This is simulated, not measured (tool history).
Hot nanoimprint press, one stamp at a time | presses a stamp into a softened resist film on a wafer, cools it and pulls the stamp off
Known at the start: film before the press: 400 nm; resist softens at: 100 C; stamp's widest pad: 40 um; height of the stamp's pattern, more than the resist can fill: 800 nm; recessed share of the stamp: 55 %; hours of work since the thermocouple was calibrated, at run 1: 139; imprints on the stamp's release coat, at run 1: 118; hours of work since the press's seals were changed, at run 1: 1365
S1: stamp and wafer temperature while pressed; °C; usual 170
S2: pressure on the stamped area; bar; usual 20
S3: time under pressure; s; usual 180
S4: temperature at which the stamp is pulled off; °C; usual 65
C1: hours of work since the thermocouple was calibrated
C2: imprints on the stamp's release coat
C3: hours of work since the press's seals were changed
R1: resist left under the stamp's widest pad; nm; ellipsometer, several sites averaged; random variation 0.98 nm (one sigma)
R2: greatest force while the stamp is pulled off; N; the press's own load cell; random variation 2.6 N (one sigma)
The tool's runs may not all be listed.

run 1 hour=0 | S1=170 S2=20 S3=180 S4=65 | C1=139 C2=118 C3=1365 | R1=236 R2=164
-- hour=14 press's hydraulic seals changed and the load cell set to zero
run 2 hour=54.3 | S1=170 S2=20 S3=180 S4=54 | C1=159 C2=253 C3=17 | R1=228.3 R2=198
run 3 hour=131.4 | S1=160 S2=20 S3=180 S4=65 | C1=192 C2=477 C3=51 | R1=305.6 R2=170
run 4 hour=179.8 | S1=160 S2=20 S3=180 S4=58 | C1=213 C2=617 C3=72 | R1=303.8 R2=191
run 5 hour=235 | S1=160 S2=20 S3=180 S4=58 | C1=237 C2=777 C3=96 | R1=302.4 R2=201
run 6 hour=280.5 | S1=160 S2=20 S3=180 S4=58 | C1=257 C2=910 C3=115 | R1=300.7 R2=204
run 7 hour=352.5 | S1=160 S2=20 S3=180 S4=58 | C1=288 C2=1119 C3=147 | R1=301.1 R2=206
-- hour=395 stamp cleaned and given a new release coat
run 8 hour=437.6 | S1=174 S2=20 S3=180 S4=65 | C1=322 C2=123 C3=181 | R1=197.4 R2=153
run 9 hour=492.7 | S1=174 S2=20 S3=180 S4=65 | C1=346 C2=283 C3=205 | R1=196.6 R2=160
run 10 hour=533.8 | S1=170 S2=20 S3=180 S4=65 | C1=364 C2=403 C3=222 | R1=223.2 R2=164
run 11 hour=585.9 | S1=170 S2=20 S3=180 S4=65 | C1=387 C2=554 C3=245 | R1=223 R2=170
run 12 hour=641.9 | S1=170 S2=20.3 S3=180 S4=65 | C1=411 C2=717 C3=269 | R1=220.7 R2=168
run 13 hour=689.9 | S1=170 S2=20.3 S3=180 S4=65 | C1=432 C2=856 C3=290 | R1=220.4 R2=177
run 14 hour=746.4 | S1=170 S2=20 S3=180 S4=65 | C1=456 C2=1020 C3=314 | R1=220.9 R2=181
-- hour=825.6 stamp cleaned and given a new release coat
run 15 hour=829.9 | S1=170 S2=20 S3=180 S4=65 | C1=490 C2=12 C3=348 | R1=220.6 R2=153
-- hour=836.9 plate thermocouple calibrated
run 16 hour=914.2 | S1=165 S2=19.4 S3=180 S4=65 | C1=33 C2=248 C3=383 | R1=273.4 R2=163
run 17 hour=979.2 | S1=165 S2=19.4 S3=180 S4=65 | C1=62 C2=437 C3=411 | R1=271.1 R2=169
run 18 hour=1048.7 | S1=165 S2=19.4 S3=180 S4=65 | C1=92 C2=639 C3=441 | R1=274.8 R2=174
run 19 hour=1090.4 | S1=169 S2=20 S3=180 S4=65 | C1=110 C2=760 C3=459 | R1=237.3 R2=178
run 20 hour=1131.1 | S1=169 S2=20 S3=180 S4=65 | C1=127 C2=878 C3=477 | R1=233.8 R2=176
run 21 hour=1189.6 | S1=159 S2=24.2 S3=253 S4=52 | C1=153 C2=1048 C3=502 | R1=268.4 R2=220
run 22 hour=1230.5 | S1=159 S2=24 S3=233 S4=60 | C1=170 C2=1167 C3=520 | R1=280.4 R2=202
-- hour=1262 stamp cleaned and given a new release coat
run 23 hour=1296.6 | S1=159 S2=20.4 S3=137 S4=50 | C1=196 C2=101 C3=546 | R1=325.7 R2=198
run 24 hour=1334.8 | S1=170 S2=20 S3=285 S4=65 | C1=213 C2=211 C3=563 | R1=198.1 R2=162
run 25 hour=1389.7 | S1=170 S2=20 S3=285 S4=65 | C1=237 C2=371 C3=586 | R1=197.3 R2=161
run 26 hour=1453.6 | S1=169 S2=20.3 S3=126 S4=59 | C1=264 C2=557 C3=614 | R1=255.2 R2=187
run 27 hour=1490.6 | S1=174 S2=24.9 S3=180 S4=69 | C1=280 C2=664 C3=630 | R1=175.9 R2=157
run 28 hour=1551.8 | S1=170 S2=17 S3=228 S4=65 | C1=307 C2=842 C3=657 | R1=228.3 R2=173
run 29 hour=1614 | S1=170 S2=17 S3=228 S4=65 | C1=334 C2=1022 C3=683 | R1=226 R2=175

The same runs without the tool's hidden state, with the same run-to-run variation:
The hidden state here: true temperature over the reading, C; pressure that arrives at the usual setting, %; grip of the stamp's worn release coat, % over a new coat's; drift of the gauge itself on residual_nm, %; drift of the gauge itself on pull_off_n, %.
run=1 R1=230.9 R2=162
run=2 R1=232.5 R2=192
run=3 R1=310.8 R2=159
run=4 R1=309.5 R2=176
run=5 R1=308.7 R2=181
run=6 R1=307.4 R2=180
run=7 R1=308.7 R2=177
run=8 R1=204.4 R2=153
run=9 R1=204 R2=157
run=10 R1=231.9 R2=158
run=11 R1=232.2 R2=160
run=12 R1=230.3 R2=155
run=13 R1=230.6 R2=160
run=14 R1=231.6 R2=160
run=15 R1=232 R2=157
run=16 R1=274.3 R2=158
run=17 R1=272.6 R2=160
run=18 R1=277.1 R2=160
run=19 R1=239.7 R2=160
run=20 R1=236.5 R2=157
run=21 R1=272.3 R2=190
run=22 R1=284.9 R2=172
run=23 R1=330.1 R2=197
run=24 R1=202.4 R2=160
run=25 R1=202.1 R2=155
run=26 R1=261 R2=175
run=27 R1=180.1 R2=146
run=28 R1=235.4 R2=156
run=29 R1=233.6 R2=155
